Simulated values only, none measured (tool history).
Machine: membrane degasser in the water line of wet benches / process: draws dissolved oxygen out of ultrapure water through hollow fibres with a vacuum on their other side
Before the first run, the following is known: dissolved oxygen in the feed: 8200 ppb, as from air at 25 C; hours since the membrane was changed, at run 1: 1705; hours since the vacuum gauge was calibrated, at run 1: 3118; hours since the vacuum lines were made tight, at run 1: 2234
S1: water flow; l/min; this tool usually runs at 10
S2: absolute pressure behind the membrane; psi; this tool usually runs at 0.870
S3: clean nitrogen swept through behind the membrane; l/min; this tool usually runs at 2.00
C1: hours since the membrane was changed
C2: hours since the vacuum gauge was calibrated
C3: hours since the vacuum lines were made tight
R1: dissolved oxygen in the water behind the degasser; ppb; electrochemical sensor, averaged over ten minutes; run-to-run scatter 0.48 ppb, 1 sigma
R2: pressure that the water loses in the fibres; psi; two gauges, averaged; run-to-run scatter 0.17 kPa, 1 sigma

{"run": 1, "day": 0.0, "S1": 10, "S2": 0.87, "S3": 2.0, "C1": 1705, "C2": 3118, "C3": 2234, "R1": 41.0, "R2": 4.205}
{"run": 2, "day": 1.479, "S1": 10, "S2": 0.87, "S3": 2.0, "C1": 1740, "C2": 3153, "C3": 2269, "R1": 39.8, "R2": 4.25}
{"run": 3, "day": 3.875, "S1": 12, "S2": 0.87, "S3": 2.0, "C1": 1798, "C2": 3211, "C3": 2327, "R1": 49.7, "R2": 5.053}
{"run": 4, "day": 5.588, "S1": 10, "S2": 0.819, "S3": 2.0, "C1": 1839, "C2": 3252, "C3": 2368, "R1": 36.0, "R2": 4.193}
{"run": 5, "day": 7.608, "S1": 10, "S2": 0.819, "S3": 2.0, "C1": 1887, "C2": 3300, "C3": 2416, "R1": 36.5, "R2": 4.264}
{"day": 8.283, "done": "vacuum gauge calibrated"}
{"run": 6, "day": 8.8, "S1": 8, "S2": 0.819, "S3": 2.0, "C1": 1916, "C2": 12, "C3": 2444, "R1": 25.4, "R2": 3.375}
{"run": 7, "day": 10.9, "S1": 8, "S2": 0.819, "S3": 2.0, "C1": 1966, "C2": 63, "C3": 2495, "R1": 26.2, "R2": 3.368}
{"run": 8, "day": 12.175, "S1": 8, "S2": 0.819, "S3": 2.0, "C1": 1997, "C2": 93, "C3": 2525, "R1": 25.5, "R2": 3.417}
{"run": 9, "day": 14.312, "S1": 8, "S2": 0.819, "S3": 2.0, "C1": 2048, "C2": 145, "C3": 2577, "R1": 26.3, "R2": 3.361}
{"run": 10, "day": 15.45, "S1": 14, "S2": 0.819, "S3": 2.0, "C1": 2075, "C2": 172, "C3": 2604, "R1": 49.7, "R2": 5.916}
{"run": 11, "day": 18.179, "S1": 14, "S2": 0.819, "S3": 2.0, "C1": 2141, "C2": 237, "C3": 2670, "R1": 49.8, "R2": 5.907}
{"run": 12, "day": 20.388, "S1": 14, "S2": 0.757, "S3": 2.0, "C1": 2194, "C2": 290, "C3": 2723, "R1": 41.1, "R2": 5.904}
{"run": 13, "day": 21.525, "S1": 14, "S2": 0.757, "S3": 2.0, "C1": 2221, "C2": 318, "C3": 2750, "R1": 42.6, "R2": 5.932}
{"run": 14, "day": 23.75, "S1": 14, "S2": 0.757, "S3": 2.0, "C1": 2274, "C2": 371, "C3": 2803, "R1": 42.4, "R2": 5.955}
{"run": 15, "day": 26.142, "S1": 14, "S2": 0.757, "S3": 2.0, "C1": 2332, "C2": 429, "C3": 2861, "R1": 41.3, "R2": 5.877}
{"run": 16, "day": 28.779, "S1": 10, "S2": 0.87, "S3": 2.0, "C1": 2395, "C2": 492, "C3": 2924, "R1": 37.8, "R2": 4.254}
{"run": 17, "day": 30.146, "S1": 10, "S2": 0.538, "S3": 1.35, "C1": 2428, "C2": 525, "C3": 2957, "R1": 12.9, "R2": 4.219}
{"run": 18, "day": 31.471, "S1": 8, "S2": 0.951, "S3": 2.0, "C1": 2460, "C2": 556, "C3": 2989, "R1": 35.4, "R2": 3.408}
{"run": 19, "day": 33.388, "S1": 8, "S2": 0.951, "S3": 2.0, "C1": 2506, "C2": 602, "C3": 3035, "R1": 35.6, "R2": 3.365}
{"run": 20, "day": 35.558, "S1": 8, "S2": 0.951, "S3": 2.0, "C1": 2558, "C2": 655, "C3": 3087, "R1": 35.9, "R2": 3.398}
{"run": 21, "day": 37.792, "S1": 10, "S2": 0.969, "S3": 5.93, "C1": 2611, "C2": 708, "C3": 3140, "R1": 17.7, "R2": 4.28}
{"run": 22, "day": 39.262, "S1": 10, "S2": 0.969, "S3": 5.93, "C1": 2647, "C2": 743, "C3": 3176, "R1": 18.8, "R2": 4.241}
{"run": 23, "day": 41.946, "S1": 7, "S2": 1.144, "S3": 2.0, "C1": 2711, "C2": 808, "C3": 3240, "R1": 43.5, "R2": 2.982}
{"run": 24, "day": 44.671, "S1": 16, "S2": 0.87, "S3": 1.46, "C1": 2776, "C2": 873, "C3": 3305, "R1": 86.5, "R2": 6.775}
{"run": 25, "day": 47.067, "S1": 16, "S2": 0.87, "S3": 1.46, "C1": 2834, "C2": 931, "C3": 3363, "R1": 83.8, "R2": 6.788}
{"run": 26, "day": 49.171, "S1": 10, "S2": 1.73, "S3": 3.82, "C1": 2884, "C2": 981, "C3": 3413, "R1": 62.6, "R2": 4.241}
{"run": 27, "day": 51.625, "S1": 10, "S2": 1.73, "S3": 3.82, "C1": 2943, "C2": 1040, "C3": 3472, "R1": 61.3, "R2": 4.237}
{"run": 28, "day": 52.867, "S1": 10, "S2": 0.764, "S3": 2.54, "C1": 2973, "C2": 1070, "C3": 3502, "R1": 25.0, "R2": 4.244}
{"run": 29, "day": 54.667, "S1": 6, "S2": 0.605, "S3": 2.48, "C1": 3016, "C2": 1113, "C3": 3545, "R1": 6.7, "R2": 2.57}
{"run": 30, "day": 56.625, "S1": 16, "S2": 0.87, "S3": 1.5, "C1": 3063, "C2": 1160, "C3": 3592, "R1": 82.5, "R2": 6.775}
{"run": 31, "day": 58.275, "S1": 10, "S2": 1.046, "S3": 5.9, "C1": 3103, "C2": 1200, "C3": 3632, "R1": 21.5, "R2": 4.266}
{"run": 32, "day": 59.692, "S1": 10, "S2": 0.634, "S3": 2.98, "C1": 3137, "C2": 1234, "C3": 3666, "R1": 13.2, "R2": 4.276}

Below, some changes in R1 between adjacent runs. For each, the amount present without the hidden state too (settings, incoming material, random variation) and the amount remaining for the hidden state with gauge scatter not shared by both compared results:
Hidden state present: membrane still open, %; true pressure behind the membrane over the reading, kPa; air that leaks in behind the membrane, l/min; drift of the gauge itself on oxygen_ppb, %; drift of the gauge itself on loss_of_pressure_kpa, %.
Run 5 -> 6: S1 10 -> 8, vacuum gauge calibrated. R1 -11.1 ppb: hidden state -2.8, all else -8.3.
Run 23 -> 24: S1 7 -> 16, S2 1.144 -> 0.870, S3 2.00 -> 1.46. R1 +43.0 ppb: hidden state +0.6, all else +42.4.
Run 29 -> 30: S1 6 -> 16, S2 0.605 -> 0.870, S3 2.48 -> 1.50. R1 +75.8 ppb: hidden state +2.5, all else +73.3.
Run 30 -> 31: S1 16 -> 10, S2 0.870 -> 1.046, S3 1.50 -> 5.90. R1 -61.0 ppb: hidden state -1.8, all else -59.2.
